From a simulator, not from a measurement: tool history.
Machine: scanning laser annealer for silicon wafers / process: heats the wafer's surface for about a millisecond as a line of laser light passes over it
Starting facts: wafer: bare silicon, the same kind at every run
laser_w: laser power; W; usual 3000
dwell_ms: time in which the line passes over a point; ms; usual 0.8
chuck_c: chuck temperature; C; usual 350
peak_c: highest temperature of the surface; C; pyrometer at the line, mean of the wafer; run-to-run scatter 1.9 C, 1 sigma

run	hour	laser_w	dwell_ms	chuck_c	peak_c
1	0	3000	0.8	350	1063
2	7.1	3000	0.8	350	1057
3	20	3000	0.8	350	1060
4	25.5	3000	0.8	350	1060
5	33.3	3000	0.8	350	1058
# hour 39.5: optics aligned, line set to its width
6	44.3	3000	0.8	350	1054
7	57.4	2892	0.932	371	1103
8	66.5	2958	0.8	350	1043
9	73.9	2806	0.8	355	1003
10	80.4	3258	0.931	354	1203
# hour 88.8: optics aligned, line set to its width, once more
11	90.9	3258	0.931	354	1223
12	99.9	2627	0.931	354	1015

Here are 5 independent what-if runs from the current tool condition. What would each one return?
A	110.2	2627	0.586	354	?
B	110.2	3175	0.791	370	?
C	110.2	3000	0.8	381	?
D	110.2	2947	0.931	354	?
E	110.2	2627	0.654	364	?

run	peak_c
A	875
B	1146
C	1106
D	1117
E	919
What these runs would have given with no unlogged condition in the tool:
run	peak_c
A	888
B	1164
C	1123
D	1136
E	932

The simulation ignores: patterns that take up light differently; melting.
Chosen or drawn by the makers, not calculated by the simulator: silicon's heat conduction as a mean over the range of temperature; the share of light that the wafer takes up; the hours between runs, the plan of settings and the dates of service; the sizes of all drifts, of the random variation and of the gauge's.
